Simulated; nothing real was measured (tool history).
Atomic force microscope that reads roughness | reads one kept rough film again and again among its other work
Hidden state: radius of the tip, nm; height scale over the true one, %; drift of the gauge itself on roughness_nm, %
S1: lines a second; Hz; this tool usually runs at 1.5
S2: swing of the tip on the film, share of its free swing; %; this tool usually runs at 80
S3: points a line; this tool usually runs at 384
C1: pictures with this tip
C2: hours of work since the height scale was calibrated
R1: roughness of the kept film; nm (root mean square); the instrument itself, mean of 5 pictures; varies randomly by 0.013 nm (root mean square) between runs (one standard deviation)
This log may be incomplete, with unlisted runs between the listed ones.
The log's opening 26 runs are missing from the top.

{"run": 27, "hour": 340.8, "S1": 1.5, "S2": 80, "S3": 531, "C1": 95, "C2": 16, "R1": 2.693}
{"run": 28, "hour": 353.0, "S1": 1.5, "S2": 80, "S3": 531, "C1": 112, "C2": 23, "R1": 2.601}
{"run": 29, "hour": 363.6, "S1": 1.5, "S2": 80, "S3": 531, "C1": 127, "C2": 29, "R1": 2.558}
{"hour": 365.3, "done": "new tip fitted"}
{"run": 30, "hour": 377.1, "S1": 1.07, "S2": 84, "S3": 337, "C1": 17, "C2": 36, "R1": 3.012}
{"run": 31, "hour": 393.8, "S1": 1.07, "S2": 84, "S3": 337, "C1": 41, "C2": 45, "R1": 2.906}
{"run": 32, "hour": 403.4, "S1": 1.07, "S2": 84, "S3": 337, "C1": 55, "C2": 50, "R1": 2.841}
{"run": 33, "hour": 418.9, "S1": 1.48, "S2": 84, "S3": 337, "C1": 77, "C2": 59, "R1": 2.67}
{"run": 34, "hour": 432.9, "S1": 0.71, "S2": 62, "S3": 269, "C1": 97, "C2": 66, "R1": 2.734}
{"run": 35, "hour": 449.6, "S1": 2.31, "S2": 76, "S3": 380, "C1": 121, "C2": 76, "R1": 2.491}
{"hour": 456.3, "done": "new tip fitted"}
{"run": 36, "hour": 466.2, "S1": 2.02, "S2": 72, "S3": 279, "C1": 14, "C2": 84, "R1": 2.973}
{"run": 37, "hour": 475.8, "S1": 3.67, "S2": 75, "S3": 384, "C1": 28, "C2": 90, "R1": 2.735}
{"run": 38, "hour": 493.0, "S1": 1.71, "S2": 87, "S3": 1001, "C1": 52, "C2": 99, "R1": 2.721}
{"run": 39, "hour": 500.7, "S1": 0.53, "S2": 60, "S3": 706, "C1": 63, "C2": 103, "R1": 2.982}
{"run": 40, "hour": 512.1, "S1": 0.53, "S2": 81, "S3": 706, "C1": 80, "C2": 109, "R1": 2.835}

4 options for the next run, each taken on its own from the tool as it stands now. Forecast them:
{"run": "A", "hour": 522.3, "S1": 2.8, "S2": 80, "S3": 668, "C1": 94, "C2": 115, "R1": "?"}
{"run": "B", "hour": 522.3, "S1": 0.53, "S2": 81, "S3": 646, "C1": 94, "C2": 115, "R1": "?"}
{"run": "C", "hour": 522.3, "S1": 3.87, "S2": 81, "S3": 852, "C1": 94, "C2": 115, "R1": "?"}
{"run": "D", "hour": 522.3, "S1": 0.53, "S2": 66, "S3": 308, "C1": 94, "C2": 115, "R1": "?"}

run=A R1=2.502
run=B R1=2.75
run=C R1=2.35
run=D R1=2.725
What these runs would have given with no unlogged condition in the tool:
run=A R1=3.024
run=B R1=3.323
run=C R1=2.841
run=D R1=3.294
